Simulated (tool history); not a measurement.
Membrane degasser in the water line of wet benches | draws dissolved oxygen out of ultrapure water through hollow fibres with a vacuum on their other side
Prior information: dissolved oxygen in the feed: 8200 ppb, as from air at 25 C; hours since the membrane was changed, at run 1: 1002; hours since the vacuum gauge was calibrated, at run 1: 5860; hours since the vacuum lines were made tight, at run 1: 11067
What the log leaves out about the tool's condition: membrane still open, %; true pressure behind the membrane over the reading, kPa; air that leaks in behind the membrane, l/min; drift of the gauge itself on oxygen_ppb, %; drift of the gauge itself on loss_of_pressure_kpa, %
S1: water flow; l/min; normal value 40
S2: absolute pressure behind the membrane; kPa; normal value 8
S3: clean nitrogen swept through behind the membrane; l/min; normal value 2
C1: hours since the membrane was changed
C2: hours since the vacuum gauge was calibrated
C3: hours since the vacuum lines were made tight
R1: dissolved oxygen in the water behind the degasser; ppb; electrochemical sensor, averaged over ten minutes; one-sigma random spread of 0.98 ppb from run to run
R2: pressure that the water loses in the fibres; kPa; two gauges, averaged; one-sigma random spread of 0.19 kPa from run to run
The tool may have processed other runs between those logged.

{"run": 1, "hour": 0.0, "S1": 40, "S2": 8, "S3": 2, "C1": 1002, "C2": 5860, "C3": 11067, "R1": 229, "R2": 68.04}
{"run": 2, "hour": 45.2, "S1": 40, "S2": 8, "S3": 3.64, "C1": 1047, "C2": 5905, "C3": 11112, "R1": 137, "R2": 67.84}
{"run": 3, "hour": 104.1, "S1": 40, "S2": 8, "S3": 3.64, "C1": 1106, "C2": 5964, "C3": 11171, "R1": 137.5, "R2": 67.96}
{"run": 4, "hour": 130.0, "S1": 40, "S2": 8, "S3": 3.64, "C1": 1132, "C2": 5990, "C3": 11197, "R1": 138.1, "R2": 68.1}
{"run": 5, "hour": 178.2, "S1": 40, "S2": 8, "S3": 3.64, "C1": 1180, "C2": 6038, "C3": 11245, "R1": 137, "R2": 68}
{"run": 6, "hour": 229.2, "S1": 40, "S2": 8, "S3": 3.64, "C1": 1231, "C2": 6089, "C3": 11296, "R1": 137.9, "R2": 68.21}
{"run": 7, "hour": 262.4, "S1": 40, "S2": 8, "S3": 3.64, "C1": 1264, "C2": 6122, "C3": 11329, "R1": 137, "R2": 68.15}
{"run": 8, "hour": 308.9, "S1": 27, "S2": 8, "S3": 2, "C1": 1311, "C2": 6169, "C3": 11376, "R1": 159.7, "R2": 45.92}
{"run": 9, "hour": 336.2, "S1": 27, "S2": 8, "S3": 2, "C1": 1338, "C2": 6196, "C3": 11403, "R1": 160, "R2": 46.02}
{"run": 10, "hour": 384.5, "S1": 40, "S2": 7.45, "S3": 2, "C1": 1386, "C2": 6244, "C3": 11451, "R1": 205.8, "R2": 68.37}
{"run": 11, "hour": 430.6, "S1": 40, "S2": 7.45, "S3": 2, "C1": 1432, "C2": 6291, "C3": 11497, "R1": 204.1, "R2": 68.62}
{"run": 12, "hour": 492.2, "S1": 40, "S2": 7.45, "S3": 2, "C1": 1494, "C2": 6352, "C3": 11559, "R1": 205.5, "R2": 68.39}
{"run": 13, "hour": 532.3, "S1": 40, "S2": 15.43, "S3": 2, "C1": 1534, "C2": 6392, "C3": 11599, "R1": 537.7, "R2": 67.72}
{"hour": 535.9, "done": "vacuum gauge calibrated"}
{"run": 14, "hour": 559.2, "S1": 40, "S2": 19.4, "S3": 2, "C1": 1561, "C2": 23, "C3": 11626, "R1": 699.9, "R2": 68.09}
{"run": 15, "hour": 605.9, "S1": 40, "S2": 19.4, "S3": 2, "C1": 1607, "C2": 70, "C3": 11672, "R1": 702.9, "R2": 68.13}
{"run": 16, "hour": 653.8, "S1": 40, "S2": 8, "S3": 2, "C1": 1655, "C2": 118, "C3": 11720, "R1": 237.4, "R2": 67.99}
{"run": 17, "hour": 703.6, "S1": 60, "S2": 17.39, "S3": 2.94, "C1": 1705, "C2": 168, "C3": 11770, "R1": 650.5, "R2": 102}
{"run": 18, "hour": 735.9, "S1": 54, "S2": 4.95, "S3": 1.8, "C1": 1737, "C2": 200, "C3": 11802, "R1": 158.8, "R2": 92.07}
{"run": 19, "hour": 771.5, "S1": 51, "S2": 19.31, "S3": 1.8, "C1": 1773, "C2": 236, "C3": 11838, "R1": 921.6, "R2": 86.66}
{"run": 20, "hour": 831.5, "S1": 42, "S2": 9.86, "S3": 4.52, "C1": 1833, "C2": 296, "C3": 11898, "R1": 163.9, "R2": 71.49}
{"run": 21, "hour": 887.7, "S1": 49, "S2": 9.86, "S3": 1.78, "C1": 1889, "C2": 352, "C3": 11954, "R1": 419.7, "R2": 83.49}
{"hour": 896.8, "done": "vacuum gauge calibrated, once more"}
{"run": 22, "hour": 943.3, "S1": 45, "S2": 11.97, "S3": 5.73, "C1": 1944, "C2": 46, "C3": 12009, "R1": 171.9, "R2": 76.9}
{"run": 23, "hour": 973.0, "S1": 63, "S2": 9.67, "S3": 0.81, "C1": 1974, "C2": 76, "C3": 12039, "R1": 812.8, "R2": 106.94}
{"run": 24, "hour": 1030.9, "S1": 34, "S2": 9.67, "S3": 1.43, "C1": 2032, "C2": 134, "C3": 12097, "R1": 330.1, "R2": 57.72}
{"run": 25, "hour": 1079.6, "S1": 57, "S2": 4.81, "S3": 3.76, "C1": 2080, "C2": 183, "C3": 12145, "R1": 78.7, "R2": 97.25}
{"run": 26, "hour": 1131.5, "S1": 53, "S2": 18.21, "S3": 2.56, "C1": 2132, "C2": 235, "C3": 12197, "R1": 663.4, "R2": 90.39}
{"run": 27, "hour": 1186.8, "S1": 61, "S2": 12.36, "S3": 2.9, "C1": 2188, "C2": 290, "C3": 12253, "R1": 437.7, "R2": 103.65}
{"run": 28, "hour": 1247.0, "S1": 28, "S2": 8.18, "S3": 0.91, "C1": 2248, "C2": 350, "C3": 12313, "R1": 315.9, "R2": 47.84}
{"run": 29, "hour": 1275.9, "S1": 28, "S2": 8.18, "S3": 0.91, "C1": 2277, "C2": 379, "C3": 12342, "R1": 314.6, "R2": 47.67}
{"run": 30, "hour": 1329.2, "S1": 63, "S2": 17.31, "S3": 2, "C1": 2330, "C2": 432, "C3": 12395, "R1": 884.5, "R2": 107.55}
{"run": 31, "hour": 1360.5, "S1": 63, "S2": 17.31, "S3": 2, "C1": 2361, "C2": 464, "C3": 12426, "R1": 886.2, "R2": 107.44}

5 options for the next run, each taken on its own from the tool as it stands now. Forecast them:
{"run": "A", "hour": 1408.5, "S1": 63, "S2": 16.58, "S3": 2.72, "C1": 2409, "C2": 512, "C3": 12474, "R1": "?", "R2": "?"}
{"run": "B", "hour": 1408.5, "S1": 34, "S2": 17.36, "S3": 2, "C1": 2409, "C2": 512, "C3": 12474, "R1": "?", "R2": "?"}
{"run": "C", "hour": 1408.5, "S1": 32, "S2": 17.31, "S3": 0.82, "C1": 2409, "C2": 512, "C3": 12474, "R1": "?", "R2": "?"}
{"run": "D", "hour": 1408.5, "S1": 51, "S2": 13.06, "S3": 1.03, "C1": 2409, "C2": 512, "C3": 12474, "R1": "?", "R2": "?"}
{"run": "E", "hour": 1408.5, "S1": 40, "S2": 5.11, "S3": 4.03, "C1": 2409, "C2": 512, "C3": 12474, "R1": "?", "R2": "?"}

run=A R1=666.4 R2=107.87
run=B R1=518.3 R2=58.13
run=C R1=1005.7 R2=54.63
run=D R1=866.9 R2=86.83
run=E R1=51 R2=68.26
Had the tool no hidden state, the same runs would have come out as:
run=A R1=663 R2=107.22
run=B R1=513.5 R2=57.78
run=C R1=1002.9 R2=54.3
run=D R1=866.5 R2=86.3
run=E R1=50.2 R2=67.85
